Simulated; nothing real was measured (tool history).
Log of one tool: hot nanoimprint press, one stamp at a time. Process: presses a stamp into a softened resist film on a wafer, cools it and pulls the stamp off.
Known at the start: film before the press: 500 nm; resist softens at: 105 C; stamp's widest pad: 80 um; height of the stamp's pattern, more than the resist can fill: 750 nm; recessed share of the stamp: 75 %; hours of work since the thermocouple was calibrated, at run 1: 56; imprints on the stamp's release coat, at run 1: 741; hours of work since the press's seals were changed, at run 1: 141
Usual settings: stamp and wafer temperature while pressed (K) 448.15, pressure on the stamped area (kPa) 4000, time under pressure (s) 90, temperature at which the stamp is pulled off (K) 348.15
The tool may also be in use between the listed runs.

| run | hour | stamp and wafer temperature while pressed (K) | pressure on the stamped area (kPa) | time under pressure (s) | temperature at which the stamp is pulled off (K) | hours of work since the thermocouple was calibrated | imprints on the stamp's release coat | hours of work since the press's seals were changed | resist left under the stamp's widest pad (Å) | greatest force while the stamp is pulled off (N) |
|---|---|---|---|---|---|---|---|---|---|---|
| 1 | 0 | 448.15 | 4000 | 90 | 348.15 | 56 | 741 | 141 | 2434 | 197 |
| 2 | 14.9 | 448.15 | 4000 | 90 | 348.15 | 64 | 785 | 149 | 2437 | 198 |
| 3 | 23.5 | 448.15 | 4000 | 152 | 348.15 | 69 | 811 | 153 | 1998 | 200 |
| 4 | 33.4 | 448.15 | 4000 | 152 | 348.15 | 74 | 840 | 159 | 2002 | 195 |
| 5 | 45.7 | 448.15 | 4000 | 90 | 348.15 | 81 | 877 | 165 | 2434 | 203 |
| 6 | 59.2 | 448.15 | 4000 | 90 | 348.15 | 88 | 917 | 172 | 2437 | 194 |
| 7 | 73.4 | 448.15 | 4000 | 90 | 348.15 | 96 | 960 | 180 | 2436 | 198 |
| 8 | 87.4 | 448.15 | 4000 | 130 | 348.15 | 103 | 1002 | 188 | 2123 | 199 |
| 9 | 94.9 | 448.15 | 4000 | 90 | 352.15 | 107 | 1024 | 192 | 2437 | 184 |
| 10 | 109.8 | 448.15 | 4000 | 90 | 348.15 | 115 | 1069 | 200 | 2434 | 197 |
|  | 122.8 | stamp cleaned and given a new release coat |
| 11 | 123.9 | 448.15 | 4000 | 90 | 348.15 | 120 | 4 | 204 | 2434 | 203 |
| 12 | 134.3 | 448.15 | 4000 | 90 | 356.15 | 125 | 35 | 210 | 2433 | 178 |
| 13 | 146.2 | 448.15 | 4000 | 90 | 356.15 | 131 | 70 | 216 | 2437 | 183 |
| 14 | 160.1 | 448.15 | 4000 | 90 | 356.15 | 139 | 112 | 223 | 2433 | 176 |
| 15 | 171.4 | 448.15 | 4680 | 90 | 348.15 | 145 | 145 | 229 | 2273 | 199 |
| 16 | 186.2 | 458.15 | 4000 | 46 | 348.15 | 153 | 190 | 237 | 2233 | 195 |
| 17 | 203.6 | 458.15 | 4000 | 46 | 348.15 | 162 | 242 | 247 | 2233 | 196 |
| 18 | 217.5 | 458.15 | 4000 | 46 | 348.15 | 170 | 283 | 254 | 2237 | 202 |
| 19 | 231.7 | 458.15 | 4000 | 46 | 348.15 | 177 | 326 | 262 | 2233 | 201 |
| 20 | 247.6 | 458.15 | 4000 | 46 | 348.15 | 186 | 373 | 270 | 2232 | 201 |
| 21 | 258.7 | 446.15 | 2950 | 51 | 352.15 | 192 | 406 | 276 | 3459 | 179 |
| 22 | 271.5 | 448.15 | 4000 | 80 | 348.15 | 199 | 444 | 283 | 2540 | 198 |
| 23 | 281.8 | 448.15 | 4470 | 74 | 342.15 | 204 | 475 | 289 | 2486 | 203 |

How the hidden state differs across the entries between the runs, from the last listed run before each to the first after it:
Between runs 10 and 11: stamp cleaned and given a new release coat (hour 122.8)
  grip of the stamp's worn release coat, % over a new coat's: 0.4 -> 0
